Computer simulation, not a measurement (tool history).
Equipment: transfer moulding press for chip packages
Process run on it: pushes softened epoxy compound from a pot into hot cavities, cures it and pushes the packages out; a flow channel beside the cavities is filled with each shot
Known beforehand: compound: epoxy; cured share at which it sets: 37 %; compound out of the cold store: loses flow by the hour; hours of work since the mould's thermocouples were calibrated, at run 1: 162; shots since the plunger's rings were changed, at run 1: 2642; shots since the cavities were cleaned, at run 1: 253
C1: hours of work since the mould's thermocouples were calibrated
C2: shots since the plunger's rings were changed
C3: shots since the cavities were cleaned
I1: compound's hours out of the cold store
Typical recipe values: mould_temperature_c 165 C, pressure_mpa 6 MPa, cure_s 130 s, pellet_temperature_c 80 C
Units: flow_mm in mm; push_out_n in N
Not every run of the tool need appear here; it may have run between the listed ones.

Run 1, hour 0: usual settings; C1 162; C2 2642; C3 253; I1 21.4. Result: flow_mm 895 mm, push_out_n 767 N.
Run 2, hour 8.1: usual settings; C1 165; C2 2690; C3 301; I1 8.8. Result: flow_mm 944 mm, push_out_n 835 N.
Run 3, hour 21.5: usual settings but cure_s 135 s; C1 171; C2 2767; C3 378; I1 27.4. Result: flow_mm 859 mm, push_out_n 758 N.
Run 4, hour 32.5: usual settings but cure_s 135 s; C1 175; C2 2831; C3 442; I1 23.7. Result: flow_mm 877 mm, push_out_n 809 N.
Run 5, hour 41.8: usual settings; C1 179; C2 2885; C3 496; I1 13.2. Result: flow_mm 921 mm, push_out_n 920 N.
Run 6, hour 55.9: usual settings; C1 185; C2 2967; C3 578; I1 46.6. Result: flow_mm 799 mm, push_out_n 867 N.
Run 7, hour 69.9: usual settings; C1 191; C2 3048; C3 659; I1 29.3. Result: flow_mm 857 mm, push_out_n 869 N.
At hour 83.8: cavities cleaned with cleaning compound and waxed.
Run 8, hour 86.9: usual settings; C1 197; C2 3138; C3 18; I1 25.1. Result: flow_mm 866 mm, push_out_n 579 N.
Run 9, hour 93.7: usual settings but pressure_mpa 5.69 MPa; C1 200; C2 3178; C3 58; I1 13.8. Result: flow_mm 889 mm, push_out_n 600 N.
At hour 96.7: mould's thermocouples calibrated.
Run 10, hour 109: usual settings; C1 5; C2 3255; C3 135; I1 33.1. Result: flow_mm 838 mm, push_out_n 657 N.
Run 11, hour 125.1: usual settings; C1 12; C2 3348; C3 228; I1 28.9. Result: flow_mm 852 mm, push_out_n 730 N.
Run 12, hour 136: usual settings; C1 16; C2 3412; C3 292; I1 40.3. Result: flow_mm 810 mm, push_out_n 732 N.
At hour 140.6: mould's thermocouples calibrated, once more.
Run 13, hour 146.3: usual settings; C1 2; C2 3460; C3 340; I1 37. Result: flow_mm 823 mm, push_out_n 815 N.
Run 14, hour 153.1: usual settings; C1 5; C2 3499; C3 379; I1 26.3. Result: flow_mm 868 mm, push_out_n 831 N.
Run 15, hour 166: usual settings; C1 11; C2 3574; C3 454; I1 45.1. Result: flow_mm 801 mm, push_out_n 827 N.
Run 16, hour 176.7: usual settings; C1 15; C2 3636; C3 516; I1 18. Result: flow_mm 893 mm, push_out_n 915 N.
Run 17, hour 189.5: usual settings but mould_temperature_c 170 C, cure_s 150 s; C1 20; C2 3711; C3 591; I1 17.3. Result: flow_mm 874 mm, push_out_n 653 N.
Run 18, hour 199.5: usual settings but mould_temperature_c 170 C, cure_s 121 s, pellet_temperature_c 85 C; C1 24; C2 3769; C3 649; I1 31.8. Result: flow_mm 830 mm, push_out_n 797 N.
At hour 214.8: cavities cleaned with cleaning compound and waxed.
Run 19, hour 217.2: usual settings but mould_temperature_c 170 C, pressure_mpa 6.55 MPa, cure_s 121 s, pellet_temperature_c 89 C; C1 31; C2 3863; C3 14; I1 37.1. Result: flow_mm 839 mm, push_out_n 485 N.
Run 20, hour 226.3: usual settings but pressure_mpa 6.68 MPa, cure_s 165 s, pellet_temperature_c 72 C; C1 35; C2 3916; C3 67; I1 15.8. Result: flow_mm 947 mm, push_out_n 496 N.
Run 21, hour 235.9: usual settings but cure_s 156 s, pellet_temperature_c 73 C; C1 39; C2 3972; C3 123; I1 20.7. Result: flow_mm 876 mm, push_out_n 560 N.
Run 22, hour 242.8: usual settings but cure_s 156 s, pellet_temperature_c 73 C; C1 42; C2 4012; C3 163; I1 34.8. Result: flow_mm 826 mm, push_out_n 572 N.

Alternative continuations, all from the tool just after run 22; predict every row:
Run A, hour 253.3: usual settings but mould_temperature_c 159 C, cure_s 153 s, pellet_temperature_c 86 C; C1 46; C2 4072; C3 223; I1 11.6. Result: flow_mm ?, push_out_n ?.
Run B, hour 253.3: usual settings but pressure_mpa 5.33 MPa, cure_s 156 s, pellet_temperature_c 73 C; C1 46; C2 4072; C3 223; I1 35.5. Result: flow_mm ?, push_out_n ?.
Run C, hour 253.3: usual settings but pressure_mpa 7.44 MPa, pellet_temperature_c 71 C; C1 46; C2 4072; C3 223; I1 42.9. Result: flow_mm ?, push_out_n ?.
Run D, hour 253.3: usual settings but mould_temperature_c 171 C, pellet_temperature_c 88 C; C1 46; C2 4072; C3 223; I1 29.3. Result: flow_mm ?, push_out_n ?.
Run E, hour 253.3: usual settings but mould_temperature_c 157 C, cure_s 112 s, pellet_temperature_c 76 C; C1 46; C2 4072; C3 223; I1 29.1. Result: flow_mm ?, push_out_n ?.

run  flow_mm  push_out_n
  A      927         877
  B      775         579
  C      878         738
  D      820         562
  E      872        1820
With no hidden state in the tool, these same runs would have given:
run  flow_mm  push_out_n
  A      995         655
  B      832         433
  C      942         553
  D      880         421
  E      936        1357

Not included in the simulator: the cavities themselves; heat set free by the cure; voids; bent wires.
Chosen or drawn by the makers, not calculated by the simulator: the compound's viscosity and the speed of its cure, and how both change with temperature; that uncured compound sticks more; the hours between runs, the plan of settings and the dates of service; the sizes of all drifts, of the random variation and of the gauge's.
